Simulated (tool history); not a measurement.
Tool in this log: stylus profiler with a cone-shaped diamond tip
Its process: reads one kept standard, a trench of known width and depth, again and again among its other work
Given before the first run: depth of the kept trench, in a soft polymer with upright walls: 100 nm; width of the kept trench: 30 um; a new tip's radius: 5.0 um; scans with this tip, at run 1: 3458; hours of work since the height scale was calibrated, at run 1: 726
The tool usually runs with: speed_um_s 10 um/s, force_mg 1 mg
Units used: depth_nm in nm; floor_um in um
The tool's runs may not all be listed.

| run | hour | speed_um_s | force_mg | scans with this tip | hours of work since the height scale was calibrated | depth_nm | floor_um |
|---|---|---|---|---|---|---|---|
| 1 | 0 | 10 | 1 | 3458 | 726 | 100.74 | 27.81 |
| 2 | 13.4 | 10 | 1 | 3506 | 736 | 100.72 | 27.82 |
| 3 | 29 | 10 | 1 | 3561 | 747 | 100.71 | 27.81 |
| 4 | 44.1 | 10 | 1 | 3614 | 759 | 100.72 | 27.86 |
| 5 | 58.6 | 10 | 1 | 3665 | 769 | 100.76 | 27.78 |
| 6 | 74.3 | 10 | 1 | 3721 | 781 | 100.66 | 27.82 |
| 7 | 98 | 10 | 0.53 | 3805 | 799 | 100.51 | 27.71 |
| 8 | 122.7 | 16 | 0.49 | 3892 | 817 | 100.53 | 27.73 |
| 9 | 144.4 | 8 | 1.09 | 3968 | 833 | 100.75 | 27.85 |
| 10 | 165.8 | 28 | 2.75 | 4044 | 849 | 101.28 | 27.74 |
| 11 | 187.7 | 28 | 0.94 | 4121 | 865 | 100.73 | 27.67 |

Some steps in depth_nm, run to run, broken into two amounts with sign: the step expected even without the hidden condition (settings, incoming material, random variation), and the rest, left for the hidden condition together with whatever gauge scatter is not in both the measured and the hidden-condition-free result:
What the log doesn't record here: radius of the tip, um; height scale over the true one, %; drift of the gauge itself on depth_nm, %; drift of the gauge itself on floor_um, %.
Run 7 -> 8: speed_um_s 10 -> 16, force_mg 0.53 -> 0.49. depth_nm +0.02 nm: hidden state +0.02, all else +0.
Run 10 -> 11: force_mg 2.75 -> 0.94. depth_nm -0.55 nm: hidden state +0, all else -0.55.
